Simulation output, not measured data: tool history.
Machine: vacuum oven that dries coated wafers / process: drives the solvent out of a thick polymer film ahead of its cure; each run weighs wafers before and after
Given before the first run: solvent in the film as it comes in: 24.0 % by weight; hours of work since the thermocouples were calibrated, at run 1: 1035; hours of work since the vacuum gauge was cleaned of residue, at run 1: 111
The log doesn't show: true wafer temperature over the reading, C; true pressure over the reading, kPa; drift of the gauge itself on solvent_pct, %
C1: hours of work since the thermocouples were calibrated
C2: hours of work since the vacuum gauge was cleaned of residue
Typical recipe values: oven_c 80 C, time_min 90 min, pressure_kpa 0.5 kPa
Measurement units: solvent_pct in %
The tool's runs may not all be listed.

{"run": 1, "hour": 0.0, "oven_c": 80, "time_min": 90, "pressure_kpa": 0.5, "C1": 1035, "C2": 111, "solvent_pct": 2.17}
{"run": 2, "hour": 25.5, "oven_c": 80, "time_min": 90, "pressure_kpa": 0.5, "C1": 1052, "C2": 128, "solvent_pct": 2.16}
{"run": 3, "hour": 48.8, "oven_c": 80, "time_min": 90, "pressure_kpa": 0.5, "C1": 1068, "C2": 144, "solvent_pct": 2.17}
{"run": 4, "hour": 73.6, "oven_c": 80, "time_min": 90, "pressure_kpa": 0.5, "C1": 1084, "C2": 160, "solvent_pct": 2.14}
{"run": 5, "hour": 98.2, "oven_c": 80, "time_min": 90, "pressure_kpa": 0.5, "C1": 1101, "C2": 176, "solvent_pct": 2.29}
{"run": 6, "hour": 109.6, "oven_c": 80, "time_min": 90, "pressure_kpa": 0.5, "C1": 1108, "C2": 184, "solvent_pct": 2.28}
{"run": 7, "hour": 122.8, "oven_c": 80, "time_min": 90, "pressure_kpa": 0.5, "C1": 1117, "C2": 193, "solvent_pct": 2.24}
{"run": 8, "hour": 140.2, "oven_c": 80, "time_min": 90, "pressure_kpa": 0.5, "C1": 1129, "C2": 204, "solvent_pct": 2.2}
{"run": 9, "hour": 160.3, "oven_c": 89, "time_min": 90, "pressure_kpa": 0.5, "C1": 1142, "C2": 218, "solvent_pct": 0.69}
{"run": 10, "hour": 180.3, "oven_c": 80, "time_min": 90, "pressure_kpa": 0.5, "C1": 1155, "C2": 231, "solvent_pct": 2.26}
{"hour": 184.3, "done": "oven's thermocouples calibrated"}
{"run": 11, "hour": 197.1, "oven_c": 80, "time_min": 90, "pressure_kpa": 0.5, "C1": 9, "C2": 241, "solvent_pct": 2.63}
{"run": 12, "hour": 210.7, "oven_c": 80, "time_min": 90, "pressure_kpa": 0.5, "C1": 18, "C2": 250, "solvent_pct": 2.59}
{"run": 13, "hour": 227.2, "oven_c": 80, "time_min": 131, "pressure_kpa": 0.5, "C1": 29, "C2": 261, "solvent_pct": 1.27}
{"run": 14, "hour": 241.7, "oven_c": 80, "time_min": 90, "pressure_kpa": 0.5, "C1": 38, "C2": 271, "solvent_pct": 2.6}
{"hour": 245.4, "done": "oven's thermocouples calibrated, once more"}
{"run": 15, "hour": 254.9, "oven_c": 80, "time_min": 90, "pressure_kpa": 0.5, "C1": 6, "C2": 278, "solvent_pct": 1.76}
{"run": 16, "hour": 274.2, "oven_c": 80, "time_min": 90, "pressure_kpa": 0.351, "C1": 19, "C2": 291, "solvent_pct": 1.74}
{"run": 17, "hour": 286.0, "oven_c": 80, "time_min": 90, "pressure_kpa": 0.763, "C1": 27, "C2": 299, "solvent_pct": 1.91}
{"run": 18, "hour": 305.0, "oven_c": 88, "time_min": 66, "pressure_kpa": 0.307, "C1": 40, "C2": 311, "solvent_pct": 1.22}
{"run": 19, "hour": 324.1, "oven_c": 68, "time_min": 46, "pressure_kpa": 0.307, "C1": 52, "C2": 324, "solvent_pct": 10.1}
{"run": 20, "hour": 345.1, "oven_c": 78, "time_min": 145, "pressure_kpa": 0.68, "C1": 66, "C2": 338, "solvent_pct": 0.91}
{"run": 21, "hour": 360.4, "oven_c": 80, "time_min": 65, "pressure_kpa": 0.342, "C1": 77, "C2": 348, "solvent_pct": 3.33}
{"run": 22, "hour": 374.2, "oven_c": 88, "time_min": 49, "pressure_kpa": 0.342, "C1": 86, "C2": 358, "solvent_pct": 2.36}
{"run": 23, "hour": 397.1, "oven_c": 69, "time_min": 109, "pressure_kpa": 0.581, "C1": 101, "C2": 373, "solvent_pct": 4.28}
{"run": 24, "hour": 408.4, "oven_c": 69, "time_min": 109, "pressure_kpa": 0.581, "C1": 109, "C2": 380, "solvent_pct": 4.25}
{"run": 25, "hour": 424.5, "oven_c": 68, "time_min": 90, "pressure_kpa": 0.822, "C1": 119, "C2": 391, "solvent_pct": 6.19}
{"run": 26, "hour": 435.0, "oven_c": 91, "time_min": 90, "pressure_kpa": 0.822, "C1": 126, "C2": 398, "solvent_pct": 0.41}
{"run": 27, "hour": 452.7, "oven_c": 91, "time_min": 90, "pressure_kpa": 0.822, "C1": 138, "C2": 410, "solvent_pct": 0.43}
{"run": 28, "hour": 463.9, "oven_c": 69, "time_min": 45, "pressure_kpa": 0.5, "C1": 145, "C2": 417, "solvent_pct": 10.42}
{"run": 29, "hour": 488.5, "oven_c": 82, "time_min": 89, "pressure_kpa": 0.5, "C1": 162, "C2": 434, "solvent_pct": 1.47}
{"run": 30, "hour": 511.3, "oven_c": 70, "time_min": 70, "pressure_kpa": 0.5, "C1": 177, "C2": 449, "solvent_pct": 6.78}
{"run": 31, "hour": 529.8, "oven_c": 80, "time_min": 54, "pressure_kpa": 1.125, "C1": 189, "C2": 461, "solvent_pct": 4.76}
{"run": 32, "hour": 544.1, "oven_c": 80, "time_min": 54, "pressure_kpa": 1.125, "C1": 199, "C2": 471, "solvent_pct": 4.78}
{"run": 33, "hour": 556.8, "oven_c": 80, "time_min": 66, "pressure_kpa": 0.393, "C1": 207, "C2": 479, "solvent_pct": 3.34}
{"run": 34, "hour": 570.7, "oven_c": 80, "time_min": 66, "pressure_kpa": 0.393, "C1": 217, "C2": 488, "solvent_pct": 3.22}

Forecast each of these 3 alternatives for the next run:
{"run": "A", "hour": 585.4, "oven_c": 80, "time_min": 119, "pressure_kpa": 0.3, "C1": 226, "C2": 498, "solvent_pct": "?"}
{"run": "B", "hour": 585.4, "oven_c": 80, "time_min": 48, "pressure_kpa": 0.462, "C1": 226, "C2": 498, "solvent_pct": "?"}
{"run": "C", "hour": 585.4, "oven_c": 94, "time_min": 93, "pressure_kpa": 0.29, "C1": 226, "C2": 498, "solvent_pct": "?"}

run=A solvent_pct=0.94
run=B solvent_pct=5.23
run=C solvent_pct=0.14
The same runs, with their run-to-run variation unchanged, on a tool lacking any hidden condition would have given:
run=A solvent_pct=0.79
run=B solvent_pct=4.92
run=C solvent_pct=0.09

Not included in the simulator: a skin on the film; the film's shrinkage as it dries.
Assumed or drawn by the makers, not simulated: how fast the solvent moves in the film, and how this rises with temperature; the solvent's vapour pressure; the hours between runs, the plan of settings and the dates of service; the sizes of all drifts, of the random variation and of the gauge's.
